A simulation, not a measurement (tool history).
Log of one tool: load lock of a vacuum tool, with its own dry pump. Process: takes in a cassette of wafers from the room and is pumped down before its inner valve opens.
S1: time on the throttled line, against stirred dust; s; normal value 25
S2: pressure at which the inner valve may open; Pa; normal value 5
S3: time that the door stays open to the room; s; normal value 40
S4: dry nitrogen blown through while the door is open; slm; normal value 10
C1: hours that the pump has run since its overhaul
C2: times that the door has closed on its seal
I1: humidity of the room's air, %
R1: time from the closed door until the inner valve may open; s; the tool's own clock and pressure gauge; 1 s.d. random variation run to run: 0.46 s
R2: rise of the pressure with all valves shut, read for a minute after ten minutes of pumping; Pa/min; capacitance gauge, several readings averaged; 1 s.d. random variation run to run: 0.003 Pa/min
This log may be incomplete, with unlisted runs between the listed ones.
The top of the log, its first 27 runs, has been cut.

| run | day | S1 | S2 | S3 | S4 | C1 | C2 | I1 | R1 | R2 |
|---|---|---|---|---|---|---|---|---|---|---|
| 28 | 109.675 | 14 | 5 | 37 | 10 | 3585 | 6909 | 46.9 | 51.8 | 0.070 |
| 29 | 115.271 | 14 | 5 | 37 | 10 | 3719 | 7071 | 44.6 | 52.1 | 0.069 |
| 30 | 120.088 | 24 | 5 | 40 | 24 | 3835 | 7211 | 45.3 | 60.5 | 0.058 |
| 31 | 122.738 | 24 | 5 | 40 | 24 | 3898 | 7288 | 44.8 | 59.6 | 0.061 |
| 32 | 127.671 | 24 | 6 | 220 | 34 | 4017 | 7431 | 43.5 | 58.9 | 0.071 |
| 33 | 132.938 | 23 | 5 | 40 | 17 | 4143 | 7583 | 48.5 | 58.8 | 0.068 |
| 34 | 138.500 | 21 | 7 | 40 | 10 | 4277 | 7745 | 48.1 | 57.2 | 0.084 |
| 35 | 144.067 | 18 | 8 | 166 | 14 | 4410 | 7906 | 47.3 | 54.0 | 0.107 |
| 36 | 148.562 | 18 | 8 | 166 | 14 | 4518 | 8036 | 45.6 | 54.1 | 0.099 |
| 37 | 151.321 | 25 | 4 | 40 | 10 | 4584 | 8116 | 45.5 | 62.9 | 0.078 |

Consider 4 possible next runs. They are alternatives, not a sequence: every one starts from the tool as it was left by run 37. What does each give?
| A | 154.079 | 25 | 4 | 40 | 42 | 4651 | 8196 | 45.5 | ? | ? |
| B | 154.079 | 25 | 4 | 40 | 34 | 4651 | 8196 | 46.3 | ? | ? |
| C | 154.079 | 40 | 4 | 38 | 6 | 4651 | 8196 | 45.3 | ? | ? |
| D | 154.079 | 17 | 4 | 40 | 10 | 4651 | 8196 | 44.7 | ? | ? |

| run | R1 | R2 |
|---|---|---|
| A | 63.2 | 0.052 |
| B | 62.7 | 0.058 |
| C | 74.8 | 0.082 |
| D | 57.6 | 0.079 |
With the hidden condition removed and each run's random variation left untouched, the same runs would have given:
| run | R1 | R2 |
|---|---|---|
| A | 58.2 | 0.015 |
| B | 57.7 | 0.022 |
| C | 70.2 | 0.045 |
| D | 52.4 | 0.043 |
